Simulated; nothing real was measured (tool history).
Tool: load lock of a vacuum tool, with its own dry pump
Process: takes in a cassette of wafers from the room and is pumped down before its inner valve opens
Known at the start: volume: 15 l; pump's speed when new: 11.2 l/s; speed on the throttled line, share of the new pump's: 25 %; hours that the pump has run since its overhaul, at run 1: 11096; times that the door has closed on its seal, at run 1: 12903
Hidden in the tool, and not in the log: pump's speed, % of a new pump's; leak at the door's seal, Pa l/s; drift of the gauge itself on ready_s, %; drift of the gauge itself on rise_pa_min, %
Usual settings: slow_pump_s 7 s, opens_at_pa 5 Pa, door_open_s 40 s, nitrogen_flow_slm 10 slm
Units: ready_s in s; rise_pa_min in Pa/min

| run | hour | slow_pump_s | opens_at_pa | door_open_s | nitrogen_flow_slm | hours that the pump has run since its overhaul | times that the door has closed on its seal | incoming humidity of the room's air, % | ready_s | rise_pa_min |
|---|---|---|---|---|---|---|---|---|---|---|
| 1 | 0 | 7 | 5 | 40 | 10 | 11096 | 12903 | 46.6 | 19.7 | 0.076 |
| 2 | 346.4 | 7 | 5 | 40 | 10 | 11442 | 14320 | 43.1 | 19.4 | 0.078 |
| 3 | 589.9 | 7 | 5 | 40 | 10 | 11686 | 15316 | 43.2 | 19.6 | 0.078 |
| 4 | 956.8 | 7 | 5 | 40 | 10 | 12052 | 16816 | 45.5 | 19.8 | 0.084 |
| 5 | 1145.6 | 7 | 5 | 40 | 10 | 12241 | 17589 | 43.4 | 19.3 | 0.085 |
| 6 | 1500.7 | 7 | 5 | 28 | 10 | 12596 | 19041 | 42.7 | 19.5 | 0.073 |
| 7 | 1694.7 | 7 | 5 | 28 | 10 | 12790 | 19835 | 43.7 | 20 | 0.081 |
| 8 | 1918 | 7 | 9 | 40 | 10 | 13014 | 20748 | 48 | 18.7 | 0.1 |
| 9 | 2103.1 | 7 | 9 | 40 | 10 | 13199 | 21505 | 44.1 | 18.9 | 0.091 |
| 10 | 2407.1 | 7 | 9 | 40 | 10 | 13503 | 22749 | 42.9 | 18.8 | 0.093 |
| 11 | 2743.6 | 7 | 9 | 40 | 10 | 13839 | 24125 | 38.7 | 19.2 | 0.091 |
| 12 | 2950.2 | 7 | 5 | 40 | 10 | 14046 | 24970 | 45.8 | 19.9 | 0.104 |
| 13 | 3288 | 7 | 5 | 40 | 10 | 14384 | 26352 | 38.9 | 19.9 | 0.097 |
| 14 | 3462.9 | 7 | 5 | 90 | 10 | 14559 | 27067 | 45.9 | 19.7 | 0.124 |
| 15 | 3749.1 | 7 | 5 | 40 | 10 | 14845 | 28238 | 47.8 | 19.9 | 0.113 |
| 16 | 3955.1 | 7 | 5 | 40 | 10 | 15051 | 29081 | 44 | 19.5 | 0.113 |
| 17 | 4208.6 | 7 | 5 | 40 | 10 | 15304 | 30118 | 45.1 | 19.7 | 0.113 |
| 18 | 4552.2 | 7 | 5 | 40 | 12 | 15648 | 31523 | 47.1 | 19.6 | 0.125 |
| 19 | 4756.4 | 7 | 5 | 40 | 10 | 15852 | 32358 | 43.5 | 19.7 | 0.119 |
| 20 | 5072.1 | 10 | 6 | 36 | 10 | 16168 | 33650 | 43.5 | 21.7 | 0.124 |
| 21 | 5381.5 | 5 | 6 | 39 | 10 | 16477 | 34915 | 48.7 | 18.1 | 0.137 |
| 22 | 5735.2 | 7 | 5 | 40 | 6 | 16831 | 36362 | 46.5 | 20.2 | 0.147 |
| 23 | 5933 | 13 | 5 | 61 | 7 | 17029 | 37171 | 44.2 | 24.3 | 0.154 |
| 24 | 6170.6 | 13 | 5 | 61 | 7 | 17266 | 38143 | 43.8 | 24.3 | 0.162 |
| 25 | 6345.7 | 7 | 5 | 40 | 41 | 17441 | 38859 | 49.9 | 20.2 | 0.127 |
| 26 | 6515 | 7 | 5 | 40 | 41 | 17611 | 39552 | 43.9 | 20.1 | 0.129 |
| 27 | 6819.2 | 12 | 6 | 60 | 6 | 17915 | 40796 | 44.1 | 23.5 | 0.169 |
| 28 | 7172.6 | 7 | 6 | 197 | 7 | 18268 | 42241 | 43.2 | 20 | 0.216 |
| 29 | 7356.5 | 9 | 6 | 197 | 43 | 18452 | 42994 | 43.9 | 21.1 | 0.162 |
| 30 | 7669.4 | 7 | 10 | 108 | 10 | 18765 | 44273 | 41.3 | 18.6 | 0.193 |
| 31 | 7933.4 | 7 | 7 | 40 | 10 | 19029 | 45353 | 42.9 | 19.7 | 0.177 |
| 32 | 8111.8 | 7 | 5 | 73 | 10 | 19207 | 46083 | 46 | 20.4 | 0.187 |
| 33 | 8288.8 | 7 | 5 | 47 | 6 | 19385 | 46807 | 45.5 | 20.2 | 0.192 |
| 34 | 8533.7 | 7 | 6 | 134 | 6 | 19629 | 47809 | 41.7 | 20.1 | 0.224 |
| 35 | 8818.4 | 7 | 5 | 28 | 17 | 19914 | 48973 | 46.9 | 20.5 | 0.177 |
| 36 | 9077.4 | 7 | 4 | 239 | 29 | 20173 | 50033 | 44.1 | 20.8 | 0.212 |
| 37 | 9243.8 | 5 | 9 | 215 | 10 | 20340 | 50714 | 44.6 | 17.9 | 0.246 |

4 ways to go on from here, each from the tool as it stands after run 37. What would each give?
| A | 9430.6 | 8 | 5 | 40 | 10 | 20526 | 51478 | 45.5 | ? | ? |
| B | 9430.6 | 8 | 5 | 40 | 12 | 20526 | 51478 | 49.4 | ? | ? |
| C | 9430.6 | 7 | 5 | 178 | 4 | 20526 | 51478 | 45.5 | ? | ? |
| D | 9430.6 | 7 | 5 | 69 | 22 | 20526 | 51478 | 46 | ? | ? |

| run | ready_s | rise_pa_min |
|---|---|---|
| A | 21.1 | 0.209 |
| B | 20.8 | 0.197 |
| C | 20.2 | 0.264 |
| D | 20.5 | 0.202 |
Without the tool's hidden state the same runs would have given:
| run | ready_s | rise_pa_min |
|---|---|---|
| A | 19.5 | 0.051 |
| B | 19.2 | 0.044 |
| C | 18.6 | 0.111 |
| D | 18.9 | 0.046 |
